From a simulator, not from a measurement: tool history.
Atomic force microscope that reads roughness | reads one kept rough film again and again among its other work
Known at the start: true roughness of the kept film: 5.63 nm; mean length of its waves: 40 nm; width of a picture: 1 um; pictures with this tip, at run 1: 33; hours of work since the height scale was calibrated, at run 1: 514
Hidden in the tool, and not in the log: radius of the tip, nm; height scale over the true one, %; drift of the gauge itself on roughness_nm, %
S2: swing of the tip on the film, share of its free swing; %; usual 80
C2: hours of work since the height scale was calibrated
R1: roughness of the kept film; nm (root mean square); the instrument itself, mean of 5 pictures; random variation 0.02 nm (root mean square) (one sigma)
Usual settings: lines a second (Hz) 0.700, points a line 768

{"run": 1, "hour": 0.0, "lines a second (Hz)": 0.7, "S2": 80, "points a line": 768, "pictures with this tip": 33, "C2": 514, "R1": 4.88}
{"run": 2, "hour": 22.6, "lines a second (Hz)": 0.7, "S2": 80, "points a line": 768, "pictures with this tip": 79, "C2": 532, "R1": 4.888}
{"run": 3, "hour": 42.2, "lines a second (Hz)": 0.7, "S2": 80, "points a line": 768, "pictures with this tip": 120, "C2": 547, "R1": 4.845}
{"run": 4, "hour": 78.3, "lines a second (Hz)": 0.7, "S2": 82, "points a line": 768, "pictures with this tip": 194, "C2": 576, "R1": 4.83}
{"run": 5, "hour": 115.5, "lines a second (Hz)": 0.7, "S2": 80, "points a line": 854, "pictures with this tip": 270, "C2": 605, "R1": 4.891}
{"hour": 134.3, "done": "new tip fitted"}
{"run": 6, "hour": 143.4, "lines a second (Hz)": 0.861, "S2": 80, "points a line": 854, "pictures with this tip": 18, "C2": 627, "R1": 4.839}
{"run": 7, "hour": 162.5, "lines a second (Hz)": 0.861, "S2": 80, "points a line": 854, "pictures with this tip": 58, "C2": 642, "R1": 4.843}
{"run": 8, "hour": 181.9, "lines a second (Hz)": 0.861, "S2": 80, "points a line": 854, "pictures with this tip": 97, "C2": 657, "R1": 4.81}
{"run": 9, "hour": 204.1, "lines a second (Hz)": 0.7, "S2": 80, "points a line": 768, "pictures with this tip": 143, "C2": 674, "R1": 4.844}
{"run": 10, "hour": 238.5, "lines a second (Hz)": 0.7, "S2": 80, "points a line": 768, "pictures with this tip": 214, "C2": 702, "R1": 4.897}
{"run": 11, "hour": 257.2, "lines a second (Hz)": 0.7, "S2": 80, "points a line": 768, "pictures with this tip": 252, "C2": 716, "R1": 4.853}
{"hour": 285.9, "done": "new tip fitted"}
{"run": 12, "hour": 285.9, "lines a second (Hz)": 0.7, "S2": 60, "points a line": 768, "pictures with this tip": 0, "C2": 738, "R1": 5.074}
{"run": 13, "hour": 306.7, "lines a second (Hz)": 0.7, "S2": 80, "points a line": 885, "pictures with this tip": 43, "C2": 755, "R1": 4.896}
{"run": 14, "hour": 325.5, "lines a second (Hz)": 2.75, "S2": 80, "points a line": 768, "pictures with this tip": 81, "C2": 770, "R1": 4.274}
{"run": 15, "hour": 355.2, "lines a second (Hz)": 2.75, "S2": 80, "points a line": 768, "pictures with this tip": 142, "C2": 793, "R1": 4.286}
{"run": 16, "hour": 390.4, "lines a second (Hz)": 0.7, "S2": 80, "points a line": 782, "pictures with this tip": 214, "C2": 821, "R1": 4.872}
{"run": 17, "hour": 413.2, "lines a second (Hz)": 0.7, "S2": 72, "points a line": 768, "pictures with this tip": 261, "C2": 839, "R1": 4.955}
{"hour": 437.0, "done": "new tip fitted"}
{"run": 18, "hour": 447.1, "lines a second (Hz)": 0.7, "S2": 72, "points a line": 768, "pictures with this tip": 21, "C2": 865, "R1": 4.977}
{"run": 19, "hour": 485.4, "lines a second (Hz)": 0.7, "S2": 80, "points a line": 768, "pictures with this tip": 100, "C2": 895, "R1": 4.913}
{"run": 20, "hour": 506.3, "lines a second (Hz)": 0.7, "S2": 80, "points a line": 768, "pictures with this tip": 142, "C2": 912, "R1": 4.893}
{"run": 21, "hour": 530.6, "lines a second (Hz)": 0.7, "S2": 80, "points a line": 768, "pictures with this tip": 192, "C2": 931, "R1": 4.879}
{"run": 22, "hour": 557.5, "lines a second (Hz)": 3.611, "S2": 80, "points a line": 693, "pictures with this tip": 248, "C2": 952, "R1": 4.108}
{"hour": 588.2, "done": "new tip fitted"}
{"run": 23, "hour": 588.2, "lines a second (Hz)": 1.124, "S2": 73, "points a line": 271, "pictures with this tip": 0, "C2": 976, "R1": 4.814}
{"run": 24, "hour": 616.2, "lines a second (Hz)": 1.321, "S2": 62, "points a line": 572, "pictures with this tip": 57, "C2": 998, "R1": 4.942}
{"run": 25, "hour": 654.1, "lines a second (Hz)": 1.321, "S2": 59, "points a line": 572, "pictures with this tip": 135, "C2": 1028, "R1": 4.979}
{"run": 26, "hour": 691.7, "lines a second (Hz)": 2.045, "S2": 76, "points a line": 896, "pictures with this tip": 212, "C2": 1057, "R1": 4.598}
{"run": 27, "hour": 715.2, "lines a second (Hz)": 2.632, "S2": 76, "points a line": 657, "pictures with this tip": 260, "C2": 1076, "R1": 4.453}
{"run": 28, "hour": 731.8, "lines a second (Hz)": 2.632, "S2": 76, "points a line": 657, "pictures with this tip": 294, "C2": 1089, "R1": 4.483}
{"hour": 738.8, "done": "new tip fitted"}
{"run": 29, "hour": 754.7, "lines a second (Hz)": 2.632, "S2": 76, "points a line": 657, "pictures with this tip": 32, "C2": 1107, "R1": 4.453}
{"run": 30, "hour": 776.9, "lines a second (Hz)": 0.7, "S2": 70, "points a line": 768, "pictures with this tip": 78, "C2": 1124, "R1": 4.964}
{"run": 31, "hour": 803.7, "lines a second (Hz)": 0.7, "S2": 70, "points a line": 768, "pictures with this tip": 133, "C2": 1145, "R1": 4.962}
{"run": 32, "hour": 819.5, "lines a second (Hz)": 0.7, "S2": 70, "points a line": 768, "pictures with this tip": 165, "C2": 1158, "R1": 4.951}
{"run": 33, "hour": 848.3, "lines a second (Hz)": 0.7, "S2": 70, "points a line": 768, "pictures with this tip": 225, "C2": 1180, "R1": 5.018}
{"run": 34, "hour": 872.8, "lines a second (Hz)": 0.7, "S2": 86, "points a line": 768, "pictures with this tip": 275, "C2": 1200, "R1": 4.803}
{"hour": 889.3, "done": "new tip fitted"}
{"run": 35, "hour": 901.7, "lines a second (Hz)": 0.7, "S2": 86, "points a line": 768, "pictures with this tip": 25, "C2": 1222, "R1": 4.782}
{"run": 36, "hour": 924.4, "lines a second (Hz)": 1.389, "S2": 66, "points a line": 932, "pictures with this tip": 72, "C2": 1240, "R1": 4.912}
{"run": 37, "hour": 941.7, "lines a second (Hz)": 0.962, "S2": 68, "points a line": 768, "pictures with this tip": 107, "C2": 1253, "R1": 4.944}
{"run": 38, "hour": 971.3, "lines a second (Hz)": 0.853, "S2": 66, "points a line": 768, "pictures with this tip": 168, "C2": 1277, "R1": 4.972}
{"run": 39, "hour": 995.5, "lines a second (Hz)": 0.7, "S2": 80, "points a line": 418, "pictures with this tip": 218, "C2": 1296, "R1": 4.89}

Forecast each of these 3 alternatives for the next run:
{"run": "A", "hour": 1020.6, "lines a second (Hz)": 0.98, "S2": 79, "points a line": 433, "pictures with this tip": 269, "C2": 1316, "R1": "?"}
{"run": "B", "hour": 1020.6, "lines a second (Hz)": 3.083, "S2": 57, "points a line": 277, "pictures with this tip": 269, "C2": 1316, "R1": "?"}
{"run": "C", "hour": 1020.6, "lines a second (Hz)": 0.7, "S2": 80, "points a line": 307, "pictures with this tip": 269, "C2": 1316, "R1": "?"}

run=A R1=4.796
run=B R1=4.809
run=C R1=4.846
Without the tool's hidden state the same runs would have given:
run=A R1=4.812
run=B R1=4.825
run=C R1=4.862
